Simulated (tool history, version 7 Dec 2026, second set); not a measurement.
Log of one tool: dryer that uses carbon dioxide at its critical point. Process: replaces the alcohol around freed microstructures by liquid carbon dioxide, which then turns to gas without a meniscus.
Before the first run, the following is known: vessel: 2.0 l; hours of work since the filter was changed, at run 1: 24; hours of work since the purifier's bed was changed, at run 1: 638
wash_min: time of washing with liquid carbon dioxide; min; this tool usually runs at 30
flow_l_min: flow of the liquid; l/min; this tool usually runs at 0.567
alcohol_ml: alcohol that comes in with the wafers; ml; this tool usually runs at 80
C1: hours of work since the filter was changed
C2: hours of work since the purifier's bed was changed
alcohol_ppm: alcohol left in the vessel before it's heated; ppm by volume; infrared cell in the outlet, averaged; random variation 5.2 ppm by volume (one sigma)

Run 1, hour 0.0: usual settings; C1 24; C2 638. Result: alcohol_ppm 204 ppm by volume.
Run 2, hour 18.9: usual settings; C1 33; C2 647. Result: alcohol_ppm 209 ppm by volume.
Run 3, hour 60.5: usual settings; C1 52; C2 666. Result: alcohol_ppm 215 ppm by volume.
Run 4, hour 85.0: usual settings; C1 64; C2 678. Result: alcohol_ppm 222 ppm by volume.
Run 5, hour 125.0: usual settings; C1 82; C2 696. Result: alcohol_ppm 248 ppm by volume.
Run 6, hour 163.1: usual settings; C1 99; C2 713. Result: alcohol_ppm 248 ppm by volume.
Run 7, hour 203.9: usual settings but wash_min 31 min; C1 118; C2 732. Result: alcohol_ppm 228 ppm by volume.
Run 8, hour 227.1: usual settings but alcohol_ml 81 ml; C1 129; C2 743. Result: alcohol_ppm 276 ppm by volume.
Run 9, hour 246.7: usual settings but flow_l_min 0.405 l/min; C1 138; C2 752. Result: alcohol_ppm 891 ppm by volume.
Run 10, hour 293.6: usual settings but wash_min 34 min; C1 159; C2 773. Result: alcohol_ppm 210 ppm by volume.
Run 11, hour 338.3: usual settings but wash_min 34 min; C1 180; C2 794. Result: alcohol_ppm 223 ppm by volume.
Run 12, hour 357.2: usual settings but wash_min 34 min; C1 189; C2 803. Result: alcohol_ppm 226 ppm by volume.
Run 13, hour 387.6: usual settings but flow_l_min 0.396 l/min; C1 203; C2 817. Result: alcohol_ppm 1177 ppm by volume.
Run 14, hour 409.7: usual settings but alcohol_ml 28 ml; C1 213; C2 827. Result: alcohol_ppm 200 ppm by volume.
Run 15, hour 440.5: usual settings but alcohol_ml 28 ml; C1 227; C2 841. Result: alcohol_ppm 203 ppm by volume.
Run 16, hour 464.8: usual settings but wash_min 29 min, flow_l_min 0.830 l/min, alcohol_ml 32 ml; C1 238; C2 852. Result: alcohol_ppm 125 ppm by volume.
At hour 490.5: inlet filter changed.
Run 17, hour 504.7: usual settings but wash_min 34 min, flow_l_min 0.459 l/min; C1 7; C2 870. Result: alcohol_ppm 261 ppm by volume.
Run 18, hour 540.2: usual settings but wash_min 19 min, flow_l_min 0.616 l/min, alcohol_ml 88 ml; C1 23; C2 886. Result: alcohol_ppm 893 ppm by volume.
Run 19, hour 564.7: usual settings but wash_min 42 min, flow_l_min 0.398 l/min; C1 34; C2 898. Result: alcohol_ppm 232 ppm by volume.
Run 20, hour 595.0: usual settings but wash_min 24 min, flow_l_min 0.398 l/min; C1 48; C2 912. Result: alcohol_ppm 1545 ppm by volume.
Run 21, hour 624.8: usual settings but wash_min 24 min, flow_l_min 0.398 l/min; C1 62; C2 925. Result: alcohol_ppm 1596 ppm by volume.
Run 22, hour 663.2: usual settings but wash_min 28 min, flow_l_min 0.714 l/min, alcohol_ml 43 ml; C1 79; C2 943. Result: alcohol_ppm 156 ppm by volume.
Run 23, hour 700.4: usual settings but wash_min 32 min, flow_l_min 0.533 l/min, alcohol_ml 37 ml; C1 97; C2 960. Result: alcohol_ppm 192 ppm by volume.
Run 24, hour 740.7: usual settings but wash_min 32 min, flow_l_min 0.533 l/min, alcohol_ml 37 ml; C1 115; C2 979. Result: alcohol_ppm 207 ppm by volume.

3 options for the next run, each taken on its own from the tool as it stands now. Forecast them:
Run A, hour 765.0: usual settings but alcohol_ml 43 ml; C1 126; C2 990. Result: alcohol_ppm ?.
Run B, hour 765.0: usual settings but wash_min 34 min; C1 126; C2 990. Result: alcohol_ppm ?.
Run C, hour 765.0: usual settings but flow_l_min 0.364 l/min; C1 126; C2 990. Result: alcohol_ppm ?.

run  alcohol_ppm
  A          215
  B          217
  C         1229
Without the tool's hidden state the same runs would have given:
run  alcohol_ppm
  A           52
  B           55
  C          779
